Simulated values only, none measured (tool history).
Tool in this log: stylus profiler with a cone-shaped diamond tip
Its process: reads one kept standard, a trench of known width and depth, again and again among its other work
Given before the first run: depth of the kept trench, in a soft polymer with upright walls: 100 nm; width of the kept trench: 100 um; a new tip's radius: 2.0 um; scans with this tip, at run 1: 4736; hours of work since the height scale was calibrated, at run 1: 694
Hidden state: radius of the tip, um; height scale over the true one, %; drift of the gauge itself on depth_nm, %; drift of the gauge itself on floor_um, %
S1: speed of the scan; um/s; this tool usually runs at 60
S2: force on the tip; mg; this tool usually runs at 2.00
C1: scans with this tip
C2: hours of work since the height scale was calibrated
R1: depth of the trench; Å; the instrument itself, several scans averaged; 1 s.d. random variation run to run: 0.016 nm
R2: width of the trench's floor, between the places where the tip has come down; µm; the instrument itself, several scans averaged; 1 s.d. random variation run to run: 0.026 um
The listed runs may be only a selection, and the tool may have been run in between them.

run 1 day=0.000 | S1=60 S2=2.00 | C1=4736 C2=694 | R1=1009.4 R2=98.27
run 2 day=0.929 | S1=135 S2=2.00 | C1=4836 C2=708 | R1=1009.6 R2=97.90
run 3 day=1.775 | S1=135 S2=2.00 | C1=4927 C2=722 | R1=1009.2 R2=97.90
run 4 day=2.467 | S1=135 S2=5.77 | C1=5002 C2=733 | R1=1022.1 R2=98.21
run 5 day=3.383 | S1=135 S2=5.77 | C1=5101 C2=747 | R1=1022.0 R2=98.21
run 6 day=4.338 | S1=60 S2=1.73 | C1=5203 C2=762 | R1=1008.0 R2=98.23
run 7 day=5.279 | S1=60 S2=1.73 | C1=5305 C2=777 | R1=1007.8 R2=98.27
run 8 day=6.346 | S1=60 S2=2.00 | C1=5420 C2=794 | R1=1009.0 R2=98.31
run 9 day=7.217 | S1=60 S2=2.00 | C1=5514 C2=808 | R1=1009.1 R2=98.27
run 10 day=8.371 | S1=60 S2=2.25 | C1=5638 C2=826 | R1=1009.9 R2=98.28
run 11 day=9.508 | S1=38 S2=2.00 | C1=5761 C2=844 | R1=1009.1 R2=98.39
-- day=10.050 height scale calibrated on a step standard
run 12 day=10.396 | S1=38 S2=2.00 | C1=5854 C2=5 | R1=1007.1 R2=98.35
run 13 day=11.004 | S1=38 S2=2.00 | C1=5920 C2=15 | R1=1006.9 R2=98.39
run 14 day=11.796 | S1=89 S2=2.00 | C1=6005 C2=28 | R1=1006.8 R2=98.12
run 15 day=12.333 | S1=39 S2=2.00 | C1=6063 C2=36 | R1=1007.0 R2=98.37
run 16 day=13.400 | S1=39 S2=2.00 | C1=6178 C2=53 | R1=1007.2 R2=98.36
run 17 day=14.525 | S1=39 S2=1.58 | C1=6299 C2=71 | R1=1005.2 R2=98.34
run 18 day=15.408 | S1=39 S2=1.58 | C1=6395 C2=85 | R1=1004.8 R2=98.36
run 19 day=16.142 | S1=39 S2=1.58 | C1=6474 C2=96 | R1=1005.0 R2=98.33
-- day=16.804 height scale calibrated on a step standard, once more
run 20 day=17.312 | S1=46 S2=2.00 | C1=6598 C2=8 | R1=1012.1 R2=98.38
run 21 day=18.433 | S1=46 S2=2.00 | C1=6719 C2=26 | R1=1012.3 R2=98.31
run 22 day=19.275 | S1=60 S2=2.00 | C1=6809 C2=39 | R1=1012.3 R2=98.26
run 23 day=20.079 | S1=60 S2=2.00 | C1=6896 C2=52 | R1=1011.9 R2=98.25
run 24 day=20.750 | S1=25 S2=1.35 | C1=6968 C2=62 | R1=1008.9 R2=98.40
run 25 day=21.812 | S1=27 S2=4.07 | C1=7083 C2=79 | R1=1019.7 R2=98.46
run 26 day=22.892 | S1=16 S2=1.53 | C1=7199 C2=96 | R1=1009.9 R2=98.44
run 27 day=23.571 | S1=188 S2=2.95 | C1=7272 C2=107 | R1=1015.7 R2=97.78
run 28 day=24.096 | S1=31 S2=2.44 | C1=7329 C2=115 | R1=1013.5 R2=98.37
run 29 day=24.917 | S1=26 S2=2.29 | C1=7418 C2=128 | R1=1013.0 R2=98.43
run 30 day=25.525 | S1=25 S2=2.09 | C1=7483 C2=138 | R1=1011.8 R2=98.38
run 31 day=26.121 | S1=219 S2=3.84 | C1=7548 C2=147 | R1=1018.4 R2=97.74
run 32 day=26.762 | S1=219 S2=3.84 | C1=7617 C2=157 | R1=1018.3 R2=97.75
run 33 day=27.558 | S1=121 S2=1.91 | C1=7703 C2=170 | R1=1010.9 R2=97.88
run 34 day=28.608 | S1=212 S2=3.04 | C1=7816 C2=186 | R1=1015.4 R2=97.69
run 35 day=29.575 | S1=212 S2=3.04 | C1=7920 C2=202 | R1=1015.2 R2=97.64
run 36 day=30.329 | S1=212 S2=3.04 | C1=8001 C2=214 | R1=1015.4 R2=97.68
run 37 day=31.367 | S1=138 S2=1.55 | C1=8113 C2=230 | R1=1009.4 R2=97.74
run 38 day=31.988 | S1=24 S2=1.10 | C1=8180 C2=240 | R1=1007.0 R2=98.35
run 39 day=32.825 | S1=26 S2=2.55 | C1=8270 C2=253 | R1=1013.4 R2=98.37
run 40 day=33.525 | S1=26 S2=2.55 | C1=8346 C2=264 | R1=1013.2 R2=98.37
run 41 day=34.025 | S1=28 S2=2.15 | C1=8400 C2=272 | R1=1011.5 R2=98.33
run 42 day=35.183 | S1=28 S2=2.15 | C1=8525 C2=290 | R1=1011.6 R2=98.32
run 43 day=35.925 | S1=28 S2=5.36 | C1=8605 C2=302 | R1=1022.7 R2=98.38
run 44 day=36.967 | S1=140 S2=1.70 | C1=8717 C2=318 | R1=1009.7 R2=97.72
run 45 day=37.942 | S1=140 S2=1.70 | C1=8822 C2=334 | R1=1009.6 R2=97.78

Here are 3 independent what-if runs from the current tool condition. What would each one return?
run A day=38.888 | S1=18 S2=5.84 | C1=8924 C2=349 | R1=? R2=?
run B day=38.888 | S1=18 S2=1.70 | C1=8924 C2=349 | R1=? R2=?
run C day=38.888 | S1=17 S2=0.73 | C1=8924 C2=349 | R1=? R2=?

run=A R1=1023.8 R2=98.41
run=B R1=1009.3 R2=98.39
run=C R1=1004.6 R2=98.31
What these runs would have given with no unlogged condition in the tool:
run=A R1=1025.6 R2=98.68
run=B R1=1011.1 R2=98.66
run=C R1=1006.3 R2=98.58
